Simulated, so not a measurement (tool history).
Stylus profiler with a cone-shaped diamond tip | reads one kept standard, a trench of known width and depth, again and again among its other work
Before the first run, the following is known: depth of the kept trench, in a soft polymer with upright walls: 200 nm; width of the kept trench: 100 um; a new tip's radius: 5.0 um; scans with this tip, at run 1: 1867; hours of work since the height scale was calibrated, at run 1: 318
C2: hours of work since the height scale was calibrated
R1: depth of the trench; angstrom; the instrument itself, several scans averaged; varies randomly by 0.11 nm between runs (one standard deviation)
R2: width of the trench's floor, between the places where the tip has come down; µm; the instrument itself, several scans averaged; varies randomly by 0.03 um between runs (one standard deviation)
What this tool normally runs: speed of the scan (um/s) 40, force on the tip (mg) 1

{"run": 1, "day": 0.0, "speed of the scan (um/s)": 40, "force on the tip (mg)": 1, "scans with this tip": 1867, "C2": 318, "R1": 2006.1, "R2": 97.01}
{"run": 2, "day": 0.621, "speed of the scan (um/s)": 40, "force on the tip (mg)": 1, "scans with this tip": 1905, "C2": 324, "R1": 2006.8, "R2": 97.01}
{"run": 3, "day": 1.258, "speed of the scan (um/s)": 40, "force on the tip (mg)": 1, "scans with this tip": 1945, "C2": 331, "R1": 2007.6, "R2": 96.99}
{"run": 4, "day": 2.008, "speed of the scan (um/s)": 18, "force on the tip (mg)": 1, "scans with this tip": 1991, "C2": 339, "R1": 2008.1, "R2": 97.14}
{"run": 5, "day": 2.392, "speed of the scan (um/s)": 18, "force on the tip (mg)": 1, "scans with this tip": 2015, "C2": 343, "R1": 2005.8, "R2": 97.14}
{"run": 6, "day": 3.017, "speed of the scan (um/s)": 18, "force on the tip (mg)": 1.13, "scans with this tip": 2054, "C2": 349, "R1": 2008.2, "R2": 97.11}
{"run": 7, "day": 3.588, "speed of the scan (um/s)": 40, "force on the tip (mg)": 0.4, "scans with this tip": 2090, "C2": 356, "R1": 2003.5, "R2": 96.97}
{"run": 8, "day": 4.117, "speed of the scan (um/s)": 90, "force on the tip (mg)": 1, "scans with this tip": 2122, "C2": 361, "R1": 2007.4, "R2": 96.82}
{"run": 9, "day": 4.762, "speed of the scan (um/s)": 90, "force on the tip (mg)": 1, "scans with this tip": 2162, "C2": 368, "R1": 2007.1, "R2": 96.86}
{"run": 10, "day": 5.092, "speed of the scan (um/s)": 90, "force on the tip (mg)": 1, "scans with this tip": 2183, "C2": 371, "R1": 2006.1, "R2": 96.83}
{"run": 11, "day": 5.85, "speed of the scan (um/s)": 90, "force on the tip (mg)": 1, "scans with this tip": 2230, "C2": 379, "R1": 2008.7, "R2": 96.84}
{"run": 12, "day": 6.454, "speed of the scan (um/s)": 90, "force on the tip (mg)": 1.23, "scans with this tip": 2268, "C2": 386, "R1": 2008, "R2": 96.9}
{"run": 13, "day": 6.938, "speed of the scan (um/s)": 40, "force on the tip (mg)": 0.81, "scans with this tip": 2298, "C2": 391, "R1": 2004.6, "R2": 97.03}
{"run": 14, "day": 7.462, "speed of the scan (um/s)": 40, "force on the tip (mg)": 0.81, "scans with this tip": 2330, "C2": 396, "R1": 2004.6, "R2": 97.02}
{"run": 15, "day": 8.096, "speed of the scan (um/s)": 40, "force on the tip (mg)": 0.81, "scans with this tip": 2369, "C2": 403, "R1": 2008.1, "R2": 97.04}
{"run": 16, "day": 8.575, "speed of the scan (um/s)": 131, "force on the tip (mg)": 1, "scans with this tip": 2399, "C2": 408, "R1": 2005.8, "R2": 96.69}
{"run": 17, "day": 8.942, "speed of the scan (um/s)": 131, "force on the tip (mg)": 1, "scans with this tip": 2422, "C2": 412, "R1": 2006.1, "R2": 96.69}
{"run": 18, "day": 9.492, "speed of the scan (um/s)": 131, "force on the tip (mg)": 1, "scans with this tip": 2456, "C2": 418, "R1": 2006.2, "R2": 96.7}
{"run": 19, "day": 10.075, "speed of the scan (um/s)": 40, "force on the tip (mg)": 1, "scans with this tip": 2492, "C2": 424, "R1": 2006.3, "R2": 97.06}
{"run": 20, "day": 10.425, "speed of the scan (um/s)": 40, "force on the tip (mg)": 1, "scans with this tip": 2514, "C2": 428, "R1": 2006.2, "R2": 97.06}
{"run": 21, "day": 11.162, "speed of the scan (um/s)": 40, "force on the tip (mg)": 1, "scans with this tip": 2560, "C2": 436, "R1": 2007.4, "R2": 97.07}
{"run": 22, "day": 11.654, "speed of the scan (um/s)": 40, "force on the tip (mg)": 1, "scans with this tip": 2590, "C2": 441, "R1": 2006.1, "R2": 97.05}
{"run": 23, "day": 12.188, "speed of the scan (um/s)": 40, "force on the tip (mg)": 1, "scans with this tip": 2624, "C2": 446, "R1": 2008.5, "R2": 97.11}
{"run": 24, "day": 12.612, "speed of the scan (um/s)": 54, "force on the tip (mg)": 1, "scans with this tip": 2650, "C2": 451, "R1": 2006, "R2": 96.95}
{"run": 25, "day": 13.238, "speed of the scan (um/s)": 54, "force on the tip (mg)": 1, "scans with this tip": 2689, "C2": 457, "R1": 2007.6, "R2": 96.97}
{"run": 26, "day": 13.617, "speed of the scan (um/s)": 15, "force on the tip (mg)": 0.95, "scans with this tip": 2712, "C2": 462, "R1": 2003.7, "R2": 97.16}
{"run": 27, "day": 14.046, "speed of the scan (um/s)": 22, "force on the tip (mg)": 1.46, "scans with this tip": 2739, "C2": 466, "R1": 2008.8, "R2": 97.13}
{"run": 28, "day": 14.579, "speed of the scan (um/s)": 22, "force on the tip (mg)": 1.46, "scans with this tip": 2772, "C2": 472, "R1": 2007, "R2": 97.11}
{"run": 29, "day": 15.325, "speed of the scan (um/s)": 42, "force on the tip (mg)": 1.45, "scans with this tip": 2819, "C2": 480, "R1": 2010.7, "R2": 97.11}
{"run": 30, "day": 15.921, "speed of the scan (um/s)": 34, "force on the tip (mg)": 2.68, "scans with this tip": 2856, "C2": 486, "R1": 2012.5, "R2": 97.14}
{"run": 31, "day": 16.592, "speed of the scan (um/s)": 34, "force on the tip (mg)": 2.68, "scans with this tip": 2897, "C2": 493, "R1": 2013.7, "R2": 97.1}
{"run": 32, "day": 17.167, "speed of the scan (um/s)": 29, "force on the tip (mg)": 0.65, "scans with this tip": 2933, "C2": 499, "R1": 2005, "R2": 97.09}
{"run": 33, "day": 17.658, "speed of the scan (um/s)": 144, "force on the tip (mg)": 0.34, "scans with this tip": 2964, "C2": 504, "R1": 2005.1, "R2": 96.24}
{"run": 34, "day": 18.342, "speed of the scan (um/s)": 58, "force on the tip (mg)": 0.5, "scans with this tip": 3006, "C2": 511, "R1": 2005, "R2": 96.86}
{"run": 35, "day": 18.767, "speed of the scan (um/s)": 58, "force on the tip (mg)": 0.5, "scans with this tip": 3032, "C2": 516, "R1": 2004.1, "R2": 96.87}
{"run": 36, "day": 19.329, "speed of the scan (um/s)": 25, "force on the tip (mg)": 0.8, "scans with this tip": 3067, "C2": 522, "R1": 2006.2, "R2": 97.13}
{"run": 37, "day": 19.971, "speed of the scan (um/s)": 66, "force on the tip (mg)": 0.8, "scans with this tip": 3107, "C2": 529, "R1": 2003.3, "R2": 96.93}
{"run": 38, "day": 20.579, "speed of the scan (um/s)": 15, "force on the tip (mg)": 0.37, "scans with this tip": 3145, "C2": 535, "R1": 2003.2, "R2": 97.06}
{"run": 39, "day": 20.912, "speed of the scan (um/s)": 15, "force on the tip (mg)": 0.37, "scans with this tip": 3166, "C2": 539, "R1": 2002.1, "R2": 97.08}
{"run": 40, "day": 21.638, "speed of the scan (um/s)": 15, "force on the tip (mg)": 0.37, "scans with this tip": 3211, "C2": 546, "R1": 2002.3, "R2": 97.14}
{"run": 41, "day": 22.333, "speed of the scan (um/s)": 40, "force on the tip (mg)": 0.44, "scans with this tip": 3254, "C2": 554, "R1": 2006.7, "R2": 96.96}
{"run": 42, "day": 22.867, "speed of the scan (um/s)": 50, "force on the tip (mg)": 0.46, "scans with this tip": 3287, "C2": 559, "R1": 2005.4, "R2": 96.92}
{"run": 43, "day": 23.592, "speed of the scan (um/s)": 50, "force on the tip (mg)": 1.01, "scans with this tip": 3332, "C2": 567, "R1": 2008.3, "R2": 97.01}
{"run": 44, "day": 24.262, "speed of the scan (um/s)": 50, "force on the tip (mg)": 1.01, "scans with this tip": 3374, "C2": 574, "R1": 2008, "R2": 97.02}
{"run": 45, "day": 24.971, "speed of the scan (um/s)": 33, "force on the tip (mg)": 1.95, "scans with this tip": 3418, "C2": 581, "R1": 2010.6, "R2": 97.09}
{"run": 46, "day": 25.3, "speed of the scan (um/s)": 157, "force on the tip (mg)": 1.19, "scans with this tip": 3438, "C2": 585, "R1": 2008.3, "R2": 96.68}
{"run": 47, "day": 26.038, "speed of the scan (um/s)": 74, "force on the tip (mg)": 0.91, "scans with this tip": 3484, "C2": 593, "R1": 2006.7, "R2": 96.86}

Below are 3 alternative next runs, each starting from the tool's condition after run 47. Predict each:
{"run": "A", "day": 26.783, "speed of the scan (um/s)": 14, "force on the tip (mg)": 0.85, "scans with this tip": 3530, "C2": 601, "R1": "?", "R2": "?"}
{"run": "B", "day": 26.783, "speed of the scan (um/s)": 38, "force on the tip (mg)": 0.67, "scans with this tip": 3530, "C2": 601, "R1": "?", "R2": "?"}
{"run": "C", "day": 26.783, "speed of the scan (um/s)": 54, "force on the tip (mg)": 0.46, "scans with this tip": 3530, "C2": 601, "R1": "?", "R2": "?"}

run=A R1=2006.9 R2=97.13
run=B R1=2005.8 R2=96.98
run=C R1=2003.2 R2=96.87
What these runs would have given with no unlogged condition in the tool:
run=A R1=2006.8 R2=97.13
run=B R1=2005.7 R2=96.99
run=C R1=2003.1 R2=96.87

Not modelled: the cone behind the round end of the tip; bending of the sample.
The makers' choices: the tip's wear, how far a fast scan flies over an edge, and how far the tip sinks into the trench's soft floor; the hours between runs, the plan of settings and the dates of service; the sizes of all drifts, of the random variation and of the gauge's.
